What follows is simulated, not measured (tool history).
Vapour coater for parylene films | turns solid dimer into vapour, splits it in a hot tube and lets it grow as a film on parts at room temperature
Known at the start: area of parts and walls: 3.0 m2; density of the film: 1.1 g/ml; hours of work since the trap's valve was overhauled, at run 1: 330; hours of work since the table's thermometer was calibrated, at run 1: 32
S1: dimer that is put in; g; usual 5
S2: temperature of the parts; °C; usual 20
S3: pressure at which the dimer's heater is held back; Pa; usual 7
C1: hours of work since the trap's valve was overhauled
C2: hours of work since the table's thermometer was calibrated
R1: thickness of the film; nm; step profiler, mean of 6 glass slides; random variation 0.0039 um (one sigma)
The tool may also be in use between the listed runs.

run   hour  S1  S2     S3   C1   C2    R1
  1      0   5  20      7  330   32   639
  2    8.3   5  20      7  334   35   636
  3   23.3   6  20      7  340   42   772
  4   33.4   6  20      7  344   46   767
  5   48.1   6  20      7  350   52   758
  6   57.9   5  18      7  354   56   683
  7   75.1   5  18      7  361   63   678
  8   85.2   6  20      7  366   67   769
  9    101   6  20   5.94  372   74   785
 10  111.6   6  20   5.94  377   78   790
 11  120.5   6  20   5.94  380   82   775
 12  137.3   5  20      7  387   89   631
 13  145.1   5  20      7  390   92   637
 14  153.6   5  20      7  394   95   630
 15  168.2   5  20      7  400  102   638
 16  178.2   5  20      7  404  106   633
 17  192.7   5  20      7  410  112   635
 18  211.1   5  20      7  418  119   636
 19  226.9   5  20   3.75  424  126   684
 20  244.4   5  20   3.75  431  133   689
 21  262.9   5  20   3.75  439  141   681
 22  276.9   5  20   3.75  445  146   683
 23  285.9   5  20   3.75  449  150   690
 24    296   8  21   3.07  453  154  1083
 25  307.3   7  23   2.72  458  159   909
 26  325.1   7  23   2.72  465  166   904
 27  342.3   6  18    6.8  472  174   806
 28  360.1   6  18    6.8  479  181   797
 29  370.1   6  18    6.8  483  185   806
 30  387.6   4  18  11.29  491  192   493
 31  403.3   5  20   2.75  497  199   709
 32  421.5   8  20   5.39  505  206  1035
 33  429.8   4  20   4.29  508  210   533
 34  441.8   4  16   4.29  513  215   601
 35  453.4   8  26    2.8  518  219   925
 36  465.3   5  21   4.69  523  224   631
 37    476   5  21   4.69  527  229   633
 38  494.8   5  21   4.69  535  237   635
 39  513.3   5  16   5.36  543  244   736
 40  525.2   5  16    3.5  548  249   777
 41  541.6   3  18   2.19  554  256   461
 42  551.5   5  29  10.49  558  260   438
 43  567.1   3  29   2.52  565  266   320
 44  578.9   8  27    2.5  570  271   912

5 ways to go on from here, each from the tool as it stands after run 44. What would each give?
  A  591.5   3  19     7  575  277   ?
  B  591.5   4  20  2.66  575  277   ?
  C  591.5   5  20  2.31  575  277   ?
  D  591.5   3  22  5.92  575  277   ?
  E  591.5   3  23  6.36  575  277   ?

run   R1
  A  385
  B  553
  C  715
  D  353
  E  343
Without the tool's hidden state the same runs would have given:
run   R1
  A  422
  B  608
  C  785
  D  388
  E  376
